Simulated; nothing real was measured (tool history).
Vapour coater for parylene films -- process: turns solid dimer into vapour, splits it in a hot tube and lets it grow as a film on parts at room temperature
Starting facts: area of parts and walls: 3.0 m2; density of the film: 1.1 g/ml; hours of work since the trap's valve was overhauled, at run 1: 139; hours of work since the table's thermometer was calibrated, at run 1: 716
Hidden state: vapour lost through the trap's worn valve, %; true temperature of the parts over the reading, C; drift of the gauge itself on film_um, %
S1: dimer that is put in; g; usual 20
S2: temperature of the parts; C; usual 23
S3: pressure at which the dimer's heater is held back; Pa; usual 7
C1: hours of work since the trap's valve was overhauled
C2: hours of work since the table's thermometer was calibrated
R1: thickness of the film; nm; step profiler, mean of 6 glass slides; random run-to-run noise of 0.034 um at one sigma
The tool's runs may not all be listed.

{"run": 1, "hour": 0.0, "S1": 20, "S2": 23, "S3": 7, "C1": 139, "C2": 716, "R1": 3330}
{"run": 2, "hour": 36.4, "S1": 20, "S2": 23, "S3": 3.78, "C1": 159, "C2": 736, "R1": 3700}
{"run": 3, "hour": 75.5, "S1": 20, "S2": 23, "S3": 3.78, "C1": 182, "C2": 759, "R1": 3690}
{"run": 4, "hour": 99.2, "S1": 20, "S2": 23, "S3": 3.78, "C1": 195, "C2": 772, "R1": 3680}
{"run": 5, "hour": 131.6, "S1": 20, "S2": 23, "S3": 7, "C1": 214, "C2": 791, "R1": 3310}
{"run": 6, "hour": 161.3, "S1": 20, "S2": 23, "S3": 7, "C1": 231, "C2": 808, "R1": 3400}
{"run": 7, "hour": 196.6, "S1": 20, "S2": 23, "S3": 7, "C1": 251, "C2": 828, "R1": 3410}
{"hour": 220.7, "done": "trap's valve overhauled"}
{"run": 8, "hour": 229.9, "S1": 20, "S2": 23, "S3": 7, "C1": 5, "C2": 845, "R1": 3420}
{"run": 9, "hour": 275.8, "S1": 20, "S2": 23, "S3": 7, "C1": 31, "C2": 871, "R1": 3370}
{"run": 10, "hour": 308.7, "S1": 23, "S2": 23, "S3": 7, "C1": 50, "C2": 890, "R1": 3830}
{"run": 11, "hour": 344.0, "S1": 23, "S2": 23, "S3": 7, "C1": 71, "C2": 910, "R1": 3910}
{"run": 12, "hour": 392.7, "S1": 13, "S2": 23, "S3": 7, "C1": 98, "C2": 938, "R1": 2230}
{"run": 13, "hour": 431.6, "S1": 13, "S2": 23, "S3": 3.13, "C1": 121, "C2": 960, "R1": 2430}
{"run": 14, "hour": 456.2, "S1": 13, "S2": 23, "S3": 3.13, "C1": 135, "C2": 974, "R1": 2460}
{"run": 15, "hour": 506.1, "S1": 13, "S2": 23, "S3": 3.13, "C1": 163, "C2": 1003, "R1": 2440}
{"run": 16, "hour": 536.1, "S1": 20, "S2": 19, "S3": 7, "C1": 180, "C2": 1020, "R1": 3790}
{"run": 17, "hour": 557.9, "S1": 20, "S2": 23, "S3": 7, "C1": 193, "C2": 1032, "R1": 3440}
{"run": 18, "hour": 587.0, "S1": 20, "S2": 23, "S3": 7, "C1": 210, "C2": 1049, "R1": 3380}
{"run": 19, "hour": 608.2, "S1": 20, "S2": 23, "S3": 7, "C1": 222, "C2": 1061, "R1": 3390}
{"hour": 613.4, "done": "table's thermometer calibrated"}
{"run": 20, "hour": 643.3, "S1": 20, "S2": 21, "S3": 7, "C1": 241, "C2": 17, "R1": 3600}
{"run": 21, "hour": 670.0, "S1": 20, "S2": 21, "S3": 7, "C1": 256, "C2": 32, "R1": 3580}
{"hour": 683.0, "done": "trap's valve overhauled"}
{"run": 22, "hour": 700.5, "S1": 20, "S2": 21, "S3": 7, "C1": 10, "C2": 48, "R1": 3560}
{"run": 23, "hour": 726.5, "S1": 20, "S2": 21, "S3": 7, "C1": 25, "C2": 62, "R1": 3590}
{"run": 24, "hour": 767.1, "S1": 20, "S2": 23, "S3": 7, "C1": 48, "C2": 86, "R1": 3360}
{"run": 25, "hour": 809.2, "S1": 10, "S2": 30, "S3": 7, "C1": 72, "C2": 110, "R1": 1450}
{"run": 26, "hour": 858.2, "S1": 10, "S2": 30, "S3": 9.07, "C1": 100, "C2": 138, "R1": 1410}
{"run": 27, "hour": 900.1, "S1": 22, "S2": 30, "S3": 6.91, "C1": 124, "C2": 162, "R1": 3200}
{"run": 28, "hour": 923.0, "S1": 22, "S2": 30, "S3": 6.91, "C1": 137, "C2": 175, "R1": 3160}
{"run": 29, "hour": 962.1, "S1": 22, "S2": 30, "S3": 6.91, "C1": 160, "C2": 197, "R1": 3160}
{"run": 30, "hour": 1008.5, "S1": 16, "S2": 23, "S3": 7, "C1": 186, "C2": 224, "R1": 2670}
{"run": 31, "hour": 1039.3, "S1": 16, "S2": 23, "S3": 7, "C1": 204, "C2": 241, "R1": 2690}
{"run": 32, "hour": 1073.9, "S1": 12, "S2": 31, "S3": 6.78, "C1": 224, "C2": 261, "R1": 1680}
{"run": 33, "hour": 1115.9, "S1": 12, "S2": 33, "S3": 6.78, "C1": 248, "C2": 285, "R1": 1580}
{"hour": 1145.8, "done": "trap's valve overhauled"}
{"run": 34, "hour": 1164.0, "S1": 31, "S2": 34, "S3": 4.25, "C1": 10, "C2": 310, "R1": 4290}
{"run": 35, "hour": 1185.8, "S1": 31, "S2": 34, "S3": 4.25, "C1": 23, "C2": 323, "R1": 4290}
{"run": 36, "hour": 1215.8, "S1": 31, "S2": 34, "S3": 4.25, "C1": 40, "C2": 340, "R1": 4330}
{"run": 37, "hour": 1256.2, "S1": 31, "S2": 34, "S3": 4.25, "C1": 63, "C2": 363, "R1": 4300}
{"run": 38, "hour": 1282.8, "S1": 20, "S2": 23, "S3": 3.81, "C1": 78, "C2": 378, "R1": 3760}
{"run": 39, "hour": 1328.9, "S1": 20, "S2": 23, "S3": 3.81, "C1": 105, "C2": 405, "R1": 3700}
{"run": 40, "hour": 1361.8, "S1": 20, "S2": 23, "S3": 3.81, "C1": 124, "C2": 424, "R1": 3680}
{"run": 41, "hour": 1408.3, "S1": 20, "S2": 22, "S3": 4.55, "C1": 150, "C2": 450, "R1": 3690}
{"run": 42, "hour": 1436.4, "S1": 21, "S2": 23, "S3": 3.51, "C1": 166, "C2": 466, "R1": 3900}
{"run": 43, "hour": 1476.8, "S1": 20, "S2": 23, "S3": 6.14, "C1": 189, "C2": 489, "R1": 3500}
{"run": 44, "hour": 1510.6, "S1": 20, "S2": 15, "S3": 7, "C1": 209, "C2": 509, "R1": 4180}
{"run": 45, "hour": 1546.0, "S1": 20, "S2": 17, "S3": 2.67, "C1": 229, "C2": 529, "R1": 4510}
{"run": 46, "hour": 1595.2, "S1": 14, "S2": 32, "S3": 7.2, "C1": 257, "C2": 557, "R1": 1910}
{"hour": 1609.2, "done": "trap's valve overhauled"}
{"run": 47, "hour": 1623.2, "S1": 14, "S2": 32, "S3": 7.2, "C1": 8, "C2": 571, "R1": 1900}

Here are 4 independent what-if runs from the current tool condition. What would each one return?
{"run": "A", "hour": 1672.5, "S1": 30, "S2": 31, "S3": 11.15, "C1": 36, "C2": 599, "R1": "?"}
{"run": "B", "hour": 1672.5, "S1": 15, "S2": 19, "S3": 10.58, "C1": 36, "C2": 599, "R1": "?"}
{"run": "C", "hour": 1672.5, "S1": 33, "S2": 23, "S3": 6.18, "C1": 36, "C2": 599, "R1": "?"}
{"run": "D", "hour": 1672.5, "S1": 32, "S2": 21, "S3": 2.35, "C1": 36, "C2": 599, "R1": "?"}

run=A R1=3930
run=B R1=2630
run=C R1=5710
run=D R1=6640
Without the tool's hidden state the same runs would have given:
run=A R1=3930
run=B R1=2630
run=C R1=5720
run=D R1=6650

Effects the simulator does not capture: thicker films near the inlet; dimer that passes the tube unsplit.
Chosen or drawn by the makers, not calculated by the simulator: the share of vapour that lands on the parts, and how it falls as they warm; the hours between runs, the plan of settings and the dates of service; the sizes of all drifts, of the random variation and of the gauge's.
